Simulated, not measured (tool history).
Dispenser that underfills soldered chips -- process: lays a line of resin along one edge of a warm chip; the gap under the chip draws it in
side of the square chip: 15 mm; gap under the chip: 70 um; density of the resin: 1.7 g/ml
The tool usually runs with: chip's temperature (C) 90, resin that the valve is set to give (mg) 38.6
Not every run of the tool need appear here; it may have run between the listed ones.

run,hour,chip's temperature (C),resin that the valve is set to give (mg),time until the resin shows at the far edge (s),resin that the valve gave (mg)
1,0,90,38.6,181.9,38.5
# hour 4.5: new syringe of resin
2,6.1,90,38.6,157.9,38.3
# hour 15: new syringe of resin
3,15,90,38.6,153.2,38.41
4,20.9,90,38.6,178.9,38.34
# hour 25.5: new syringe of resin
5,29.4,90,38.6,170.3,38.13
# hour 36.3: new syringe of resin
6,36.4,90,38.6,148.9,37.97
7,45.1,90,38.6,197.2,37.92
# hour 47: new syringe of resin
8,50.4,103,38.6,113,37.92
# hour 57.5: new syringe of resin
9,58.4,83,45.1,188.1,44.32
10,62.8,78,45.3,257.9,44.38
# hour 68.1: dispensing valve cleaned and set on the balance
# hour 69.2: new syringe of resin
11,71.5,78,45.3,238.4,45.29
12,78.8,78,45.3,302.7,45.31
# hour 79.5: new syringe of resin
13,86.5,91,42.2,183.5,42.09
# hour 90.6: new syringe of resin
14,93.5,101,44.1,113.9,43.91
15,100.6,100,41.4,148.3,41.06

What if the next run were any one of these 4? Each begins from the tool's condition after run 15:
# hour 101.6: new syringe of resin
A,107.8,100,37.1,?,?
# hour 101.6: new syringe of resin
B,107.8,103,38.6,?,?
# hour 101.6: new syringe of resin
C,107.8,93,38.6,?,?
# hour 101.6: new syringe of resin
D,107.8,77,47.7,?,?

run,time until the resin shows at the far edge (s),resin that the valve gave (mg)
A,139.1,36.72
B,123.8,38.21
C,171.5,38.17
D,281.6,47.23
Without the tool's hidden state the same runs would have given:
run,time until the resin shows at the far edge (s),resin that the valve gave (mg)
A,107.8,37.08
B,96,38.58
C,132.9,38.55
D,217.1,47.69
